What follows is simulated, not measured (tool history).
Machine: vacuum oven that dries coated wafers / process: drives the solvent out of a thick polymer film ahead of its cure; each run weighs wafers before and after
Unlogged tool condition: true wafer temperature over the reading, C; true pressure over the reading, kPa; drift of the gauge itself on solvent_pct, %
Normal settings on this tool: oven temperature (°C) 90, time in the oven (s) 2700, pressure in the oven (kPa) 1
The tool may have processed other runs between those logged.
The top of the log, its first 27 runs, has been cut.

run    hour  oven temperature (°C)  time in the oven (s)  pressure in the oven (kPa)  hours of work since the thermocouples were calibrated  hours of work since the vacuum gauge was cleaned of residue  solvent left in the film (%)
 28   791.6                    101                  3480                        3.23                                                   1412                                                          963                          4.37
 29   827.5                     90                  2700                        0.75                                                   1436                                                          988                          2.13
 30   852.2                     89                  2700                           1                                                   1453                                                         1005                          2.76
      859.9  -- oven's thermocouples calibrated
 31   882.6                     89                  2700                           1                                                     16                                                         1025                           2.8
 32   911.4                     96                  2700                           1                                                     36                                                         1044                          1.84
 33   947.5                     87                  1440                           1                                                     60                                                         1069                          5.69
 34   964.2                     87                  1440                           1                                                     72                                                         1081                          5.69
 35   999.4                     87                  1440                           1                                                     96                                                         1105                          5.68
 36  1028.6                    102                  2220                        3.77                                                    116                                                         1125                          4.93
 37  1068.7                    102                  2220                        3.77                                                    144                                                         1153                             5
 38  1085.7                     85                  1380                        3.65                                                    156                                                         1165                         11.55
 39  1111.7                     90                  2280                        0.82                                                    174                                                         1183                          2.61
 40    1130                    101                  2460                        1.23                                                    186                                                         1195                          1.74
 41    1168                    101                  2460                        1.23                                                    212                                                         1221                          1.71
 42  1187.3                     96                  2700                        0.67                                                    226                                                         1235                          1.25
 43    1218                     96                  2700                        0.67                                                    247                                                         1256                          1.22
 44  1235.1                     96                  2700                        0.67                                                    259                                                         1268                          1.27
 45  1260.4                     83                  4800                        0.72                                                    276                                                         1285                          2.17

4 ways to go on from here, each from the tool as it stands after run 45. What would each give?
  A  1285.5                     76                  2100                        0.77                                                    293                                                         1302                             ?
  B  1285.5                     90                  2160                        1.12                                                    293                                                         1302                             ?
  C  1285.5                     84                  2700                        1.73                                                    293                                                         1302                             ?
  D  1285.5                    103                  2100                        3.77                                                    293                                                         1302                             ?

run  solvent left in the film (%)
  A                          7.14
  B                          3.35
  C                          5.62
  D                          4.73
The same runs, with their run-to-run variation unchanged, on a tool lacking any hidden condition would have given:
run  solvent left in the film (%)
  A                          7.13
  B                          3.35
  C                           5.6
  D                          4.72
